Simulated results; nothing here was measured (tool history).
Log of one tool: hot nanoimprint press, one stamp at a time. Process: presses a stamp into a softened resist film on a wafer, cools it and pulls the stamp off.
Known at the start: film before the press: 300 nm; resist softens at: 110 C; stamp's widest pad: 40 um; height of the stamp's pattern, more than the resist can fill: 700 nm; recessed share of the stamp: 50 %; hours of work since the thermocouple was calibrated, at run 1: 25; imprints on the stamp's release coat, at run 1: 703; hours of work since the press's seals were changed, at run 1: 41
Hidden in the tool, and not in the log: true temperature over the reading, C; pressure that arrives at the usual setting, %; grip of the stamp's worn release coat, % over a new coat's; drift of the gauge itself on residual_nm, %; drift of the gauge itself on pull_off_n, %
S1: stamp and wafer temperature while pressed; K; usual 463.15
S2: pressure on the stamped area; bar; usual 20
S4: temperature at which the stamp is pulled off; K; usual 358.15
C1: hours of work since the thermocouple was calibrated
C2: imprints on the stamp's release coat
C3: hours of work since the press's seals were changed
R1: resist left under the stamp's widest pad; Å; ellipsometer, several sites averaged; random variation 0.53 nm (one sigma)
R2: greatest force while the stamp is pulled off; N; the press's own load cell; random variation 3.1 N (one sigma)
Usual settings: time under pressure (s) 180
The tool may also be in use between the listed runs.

Run 1, hour 0: usual settings; C1 25; C2 703; C3 41. Result: R1 1765 Å, R2 170 N.
Run 2, hour 6: usual settings; C1 28; C2 720; C3 43. Result: R1 1767 Å, R2 174 N.
Run 3, hour 11.2: usual settings but S2 25.3 bar; C1 30; C2 735; C3 46. Result: R1 1564 Å, R2 178 N.
Run 4, hour 17.7: usual settings but S1 458.15 K; C1 33; C2 754; C3 48. Result: R1 2052 Å, R2 170 N.
Run 5, hour 25.3: usual settings but S1 458.15 K; C1 36; C2 776; C3 52. Result: R1 2046 Å, R2 174 N.
Run 6, hour 34.1: usual settings; C1 40; C2 801; C3 55. Result: R1 1750 Å, R2 177 N.
Run 7, hour 38.8: usual settings; C1 42; C2 815; C3 57. Result: R1 1766 Å, R2 174 N.
Run 8, hour 43.7: usual settings; C1 44; C2 829; C3 59. Result: R1 1755 Å, R2 175 N.
Run 9, hour 50: usual settings but S1 456.15 K, S2 16.1 bar, time under pressure (s) 93; C1 46; C2 847; C3 62. Result: R1 2582 Å, R2 177 N.
Run 10, hour 56.7: usual settings but S1 464.15 K, S2 12.5 bar, time under pressure (s) 93, S4 352.15 K; C1 49; C2 866; C3 65. Result: R1 2375 Å, R2 189 N.
Run 11, hour 61.4: usual settings but S1 464.15 K, S2 12.5 bar, time under pressure (s) 93, S4 352.15 K; C1 51; C2 880; C3 67. Result: R1 2383 Å, R2 195 N.
Run 12, hour 69.1: usual settings but S1 452.15 K, S2 12.5 bar, time under pressure (s) 93, S4 352.15 K; C1 54; C2 902; C3 70. Result: R1 2797 Å, R2 190 N.
Run 13, hour 79.5: usual settings but S1 464.15 K, S2 17.4 bar, time under pressure (s) 267, S4 357.15 K; C1 59; C2 932; C3 74. Result: R1 1629 Å, R2 178 N.
Run 14, hour 84.4: usual settings but S1 464.15 K, S2 20.2 bar, time under pressure (s) 267, S4 357.15 K; C1 61; C2 946; C3 77. Result: R1 1511 Å, R2 176 N.
Run 15, hour 90.4: usual settings but S1 464.15 K, S2 20.2 bar, time under pressure (s) 267, S4 354.15 K; C1 63; C2 963; C3 79. Result: R1 1500 Å, R2 186 N.

Forecast each of these 4 alternatives for the next run:
Run A, hour 95.3: usual settings but S1 468.15 K, S2 29.8 bar, time under pressure (s) 267, S4 354.15 K; C1 65; C2 977; C3 81. Result: R1 ?, R2 ?.
Run B, hour 95.3: usual settings but S1 453.15 K, S2 21 bar; C1 65; C2 977; C3 81. Result: R1 ?, R2 ?.
Run C, hour 95.3: usual settings but S1 464.15 K, S2 23.7 bar, time under pressure (s) 222, S4 356.15 K; C1 65; C2 977; C3 81. Result: R1 ?, R2 ?.
Run D, hour 95.3: usual settings but S1 464.15 K, S2 16.7 bar, time under pressure (s) 267, S4 354.15 K; C1 65; C2 977; C3 81. Result: R1 ?, R2 ?.

run    R1   R2
  A  1044  185
  B  2309  180
  C  1468  184
  D  1658  192
Without the tool's hidden state the same runs would have given:
run    R1   R2
  A  1027  149
  B  2288  145
  C  1447  148
  D  1637  154
